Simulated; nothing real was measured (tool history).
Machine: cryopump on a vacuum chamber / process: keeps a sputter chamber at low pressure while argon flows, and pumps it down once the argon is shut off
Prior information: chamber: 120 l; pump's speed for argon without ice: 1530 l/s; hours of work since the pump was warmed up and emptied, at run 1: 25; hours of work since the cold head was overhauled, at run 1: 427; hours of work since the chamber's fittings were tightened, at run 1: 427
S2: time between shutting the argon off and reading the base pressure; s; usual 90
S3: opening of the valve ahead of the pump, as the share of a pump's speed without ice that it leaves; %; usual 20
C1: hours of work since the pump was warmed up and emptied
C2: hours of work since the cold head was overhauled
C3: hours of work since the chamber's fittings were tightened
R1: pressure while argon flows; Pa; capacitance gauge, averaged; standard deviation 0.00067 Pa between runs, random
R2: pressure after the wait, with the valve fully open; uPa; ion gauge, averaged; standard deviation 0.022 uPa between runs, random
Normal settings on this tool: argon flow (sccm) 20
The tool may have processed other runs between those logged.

run 1 hour=0.0 | argon_flow_(sccm)=20 S2=90 S3=20 | C1=25 C2=427 C3=427 | R1=0.1112 R2=1.14
run 2 hour=69.6 | argon_flow_(sccm)=15 S2=90 S3=20 | C1=73 C2=475 C3=475 | R1=0.0847 R2=1.23
run 3 hour=114.5 | argon_flow_(sccm)=15 S2=90 S3=20 | C1=103 C2=506 C3=506 | R1=0.0845 R2=1.28
run 4 hour=164.3 | argon_flow_(sccm)=15 S2=90 S3=20 | C1=138 C2=540 C3=540 | R1=0.0851 R2=1.35
run 5 hour=244.7 | argon_flow_(sccm)=15 S2=90 S3=20 | C1=193 C2=595 C3=595 | R1=0.0859 R2=1.55
run 6 hour=302.0 | argon_flow_(sccm)=15 S2=90 S3=20 | C1=232 C2=634 C3=634 | R1=0.0884 R2=1.67
run 7 hour=336.7 | argon_flow_(sccm)=15 S2=90 S3=20 | C1=256 C2=658 C3=658 | R1=0.0880 R2=1.72
run 8 hour=388.4 | argon_flow_(sccm)=19 S2=63 S3=18 | C1=292 C2=694 C3=694 | R1=0.1258 R2=2.03
run 9 hour=424.8 | argon_flow_(sccm)=11 S2=47 S3=20 | C1=317 C2=719 C3=719 | R1=0.0652 R2=2.26
run 10 hour=489.5 | argon_flow_(sccm)=11 S2=47 S3=20 | C1=361 C2=763 C3=763 | R1=0.0674 R2=2.50
-- hour=522.1 pump warmed up, emptied and cooled again
run 11 hour=577.0 | argon_flow_(sccm)=20 S2=90 S3=21 | C1=38 C2=820 C3=820 | R1=0.1046 R2=1.68

Forecast run 12:
run 12 hour=629.0 | argon_flow_(sccm)=13 S2=22 S3=17 | C1=73 C2=856 C3=856 | R1=? R2=?

R1: 0.0858 Pa
R2: 2.94 uPa
The same run, on a tool lacking any hidden state, would have yielded R1 0.0845 Pa, R2 1.77 uPa.

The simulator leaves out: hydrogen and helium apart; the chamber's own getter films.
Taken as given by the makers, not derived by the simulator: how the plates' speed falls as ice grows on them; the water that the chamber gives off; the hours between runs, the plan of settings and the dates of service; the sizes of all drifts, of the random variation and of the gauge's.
